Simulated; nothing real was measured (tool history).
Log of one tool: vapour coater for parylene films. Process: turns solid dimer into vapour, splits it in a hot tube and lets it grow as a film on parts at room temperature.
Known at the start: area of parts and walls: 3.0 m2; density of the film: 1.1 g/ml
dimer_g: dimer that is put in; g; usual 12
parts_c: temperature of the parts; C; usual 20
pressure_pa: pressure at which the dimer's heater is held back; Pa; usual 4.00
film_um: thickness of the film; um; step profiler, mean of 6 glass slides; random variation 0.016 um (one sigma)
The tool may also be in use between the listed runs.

{"run": 1, "day": 0.0, "dimer_g": 12, "parts_c": 20, "pressure_pa": 4.0, "film_um": 1.8}
{"run": 2, "day": 0.712, "dimer_g": 12, "parts_c": 20, "pressure_pa": 4.0, "film_um": 1.83}
{"run": 3, "day": 1.508, "dimer_g": 12, "parts_c": 20, "pressure_pa": 4.0, "film_um": 1.81}
{"run": 4, "day": 2.621, "dimer_g": 12, "parts_c": 20, "pressure_pa": 4.0, "film_um": 1.76}
{"run": 5, "day": 3.188, "dimer_g": 12, "parts_c": 20, "pressure_pa": 4.0, "film_um": 1.79}
{"run": 6, "day": 3.754, "dimer_g": 12, "parts_c": 20, "pressure_pa": 3.3, "film_um": 1.79}
{"run": 7, "day": 4.475, "dimer_g": 12, "parts_c": 20, "pressure_pa": 3.3, "film_um": 1.83}
{"run": 8, "day": 5.608, "dimer_g": 12, "parts_c": 20, "pressure_pa": 3.3, "film_um": 1.78}
{"run": 9, "day": 6.608, "dimer_g": 12, "parts_c": 19, "pressure_pa": 3.3, "film_um": 1.82}
{"run": 10, "day": 7.079, "dimer_g": 12, "parts_c": 19, "pressure_pa": 3.3, "film_um": 1.83}
{"run": 11, "day": 8.233, "dimer_g": 12, "parts_c": 20, "pressure_pa": 10.14, "film_um": 1.58}
{"run": 12, "day": 9.192, "dimer_g": 12, "parts_c": 20, "pressure_pa": 10.14, "film_um": 1.57}
{"run": 13, "day": 10.1, "dimer_g": 12, "parts_c": 20, "pressure_pa": 10.14, "film_um": 1.56}
{"day": 10.354, "done": "trap's valve overhauled"}
{"day": 10.396, "done": "table's thermometer calibrated"}
{"run": 14, "day": 11.112, "dimer_g": 12, "parts_c": 20, "pressure_pa": 10.14, "film_um": 1.71}
{"run": 15, "day": 12.15, "dimer_g": 12, "parts_c": 20, "pressure_pa": 4.76, "film_um": 1.88}
{"run": 16, "day": 12.996, "dimer_g": 12, "parts_c": 20, "pressure_pa": 4.76, "film_um": 1.83}
{"run": 17, "day": 13.933, "dimer_g": 12, "parts_c": 20, "pressure_pa": 4.0, "film_um": 1.89}
{"run": 18, "day": 14.804, "dimer_g": 12, "parts_c": 20, "pressure_pa": 4.0, "film_um": 1.87}
{"day": 15.667, "done": "table's thermometer calibrated, once more"}
{"run": 19, "day": 16.012, "dimer_g": 12, "parts_c": 20, "pressure_pa": 4.0, "film_um": 1.9}
{"run": 20, "day": 16.788, "dimer_g": 12, "parts_c": 20, "pressure_pa": 4.0, "film_um": 1.88}
{"run": 21, "day": 17.275, "dimer_g": 6, "parts_c": 20, "pressure_pa": 4.0, "film_um": 0.92}
{"run": 22, "day": 18.262, "dimer_g": 12, "parts_c": 20, "pressure_pa": 4.0, "film_um": 1.86}
{"run": 23, "day": 18.854, "dimer_g": 5, "parts_c": 21, "pressure_pa": 2.71, "film_um": 0.79}
{"run": 24, "day": 19.346, "dimer_g": 5, "parts_c": 21, "pressure_pa": 2.71, "film_um": 0.79}
{"run": 25, "day": 20.138, "dimer_g": 5, "parts_c": 21, "pressure_pa": 2.71, "film_um": 0.78}
{"run": 26, "day": 21.283, "dimer_g": 12, "parts_c": 26, "pressure_pa": 4.0, "film_um": 1.58}
{"run": 27, "day": 21.867, "dimer_g": 16, "parts_c": 20, "pressure_pa": 5.54, "film_um": 2.34}
{"run": 28, "day": 22.842, "dimer_g": 11, "parts_c": 29, "pressure_pa": 6.21, "film_um": 1.28}
{"run": 29, "day": 23.471, "dimer_g": 11, "parts_c": 20, "pressure_pa": 2.52, "film_um": 1.78}
{"run": 30, "day": 24.329, "dimer_g": 11, "parts_c": 21, "pressure_pa": 2.52, "film_um": 1.7}
{"run": 31, "day": 25.512, "dimer_g": 14, "parts_c": 21, "pressure_pa": 2.52, "film_um": 2.16}
{"run": 32, "day": 26.017, "dimer_g": 14, "parts_c": 21, "pressure_pa": 2.52, "film_um": 2.15}
{"run": 33, "day": 26.525, "dimer_g": 10, "parts_c": 24, "pressure_pa": 2.8, "film_um": 1.41}
{"run": 34, "day": 27.312, "dimer_g": 10, "parts_c": 24, "pressure_pa": 2.8, "film_um": 1.38}
{"run": 35, "day": 27.85, "dimer_g": 11, "parts_c": 17, "pressure_pa": 2.89, "film_um": 1.77}
{"run": 36, "day": 29.004, "dimer_g": 11, "parts_c": 17, "pressure_pa": 2.89, "film_um": 1.78}
{"run": 37, "day": 29.546, "dimer_g": 15, "parts_c": 13, "pressure_pa": 11.03, "film_um": 2.32}
{"run": 38, "day": 30.071, "dimer_g": 8, "parts_c": 14, "pressure_pa": 6.0, "film_um": 1.3}
{"run": 39, "day": 30.6, "dimer_g": 6, "parts_c": 12, "pressure_pa": 3.25, "film_um": 1.07}
{"run": 40, "day": 31.708, "dimer_g": 15, "parts_c": 22, "pressure_pa": 5.76, "film_um": 1.95}

5 ways to go on from here, each from the tool as it stands after run 40. What would each give?
{"run": "A", "day": 32.304, "dimer_g": 19, "parts_c": 16, "pressure_pa": 8.04, "film_um": "?"}
{"run": "B", "day": 32.304, "dimer_g": 9, "parts_c": 17, "pressure_pa": 7.06, "film_um": "?"}
{"run": "C", "day": 32.304, "dimer_g": 5, "parts_c": 16, "pressure_pa": 4.0, "film_um": "?"}
{"run": "D", "day": 32.304, "dimer_g": 16, "parts_c": 21, "pressure_pa": 4.0, "film_um": "?"}
{"run": "E", "day": 32.304, "dimer_g": 21, "parts_c": 17, "pressure_pa": 5.76, "film_um": "?"}

run=A film_um=2.77
run=B film_um=1.31
run=C film_um=0.77
run=D film_um=2.23
run=E film_um=3.09
Without the tool's hidden state the same runs would have given:
run=A film_um=3.11
run=B film_um=1.47
run=C film_um=0.87
run=D film_um=2.51
run=E film_um=3.48

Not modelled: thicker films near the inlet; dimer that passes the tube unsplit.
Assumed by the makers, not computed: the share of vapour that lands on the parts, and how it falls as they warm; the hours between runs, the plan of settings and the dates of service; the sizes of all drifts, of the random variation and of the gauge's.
